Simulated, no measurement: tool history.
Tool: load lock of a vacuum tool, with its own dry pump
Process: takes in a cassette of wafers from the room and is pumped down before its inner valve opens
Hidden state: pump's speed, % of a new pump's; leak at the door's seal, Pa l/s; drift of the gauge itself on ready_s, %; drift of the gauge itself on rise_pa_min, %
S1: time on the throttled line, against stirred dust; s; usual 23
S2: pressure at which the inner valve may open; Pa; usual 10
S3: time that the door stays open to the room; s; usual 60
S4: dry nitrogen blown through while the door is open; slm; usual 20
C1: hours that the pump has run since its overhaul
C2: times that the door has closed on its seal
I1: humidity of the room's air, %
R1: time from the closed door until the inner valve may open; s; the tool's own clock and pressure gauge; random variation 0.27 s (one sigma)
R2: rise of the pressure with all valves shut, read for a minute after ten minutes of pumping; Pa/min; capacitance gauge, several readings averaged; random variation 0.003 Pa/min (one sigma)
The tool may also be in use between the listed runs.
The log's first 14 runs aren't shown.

run	hour	S1	S2	S3	S4	C1	C2	I1	R1	R2
15	4048	23	10	60	20	2304	39951	42.8	40.1	0.04
16	4312.9	23	10	60	20	2568	40715	44.4	40.1	0.03
17	4508.2	45	10	60	20	2764	41278	46.5	59.9	0.038
18	4732	45	10	60	20	2988	41924	42	59.5	0.035
19	4999.8	45	10	60	20	3255	42696	44.6	59.4	0.037
20	5292.2	23	10	81	20	3548	43540	45.9	40.4	0.042
21	5608.8	23	10	60	6	3864	44453	43.1	40.2	0.051
22	5797.2	23	10	119	13	4053	44996	43.6	40.9	0.06
23	6197.7	38	10	55	33	4453	46152	45.8	53.9	0.027
24	6600.2	33	12	33	29	4856	47312	45.7	48.5	0.021
25	6951.2	33	12	33	29	5207	48325	47.4	48	0.022
26	7172.6	33	12	33	29	5428	48963	44	49	0.024
27	7556.1	15	10	43	20	5812	50070	43.1	33.2	0.032
28	7868.7	46	17	60	20	6124	50971	44.4	59.2	0.038

Run 29 comes next. What will it give?
29	8276.2	46	17	60	20	6532	52147	45.6	?	?

Run 29 gave R1 58.8 s, R2 0.038 Pa/min.
Without the tool's hidden state the same run would have given R1 58.8 s, R2 0.038 Pa/min.
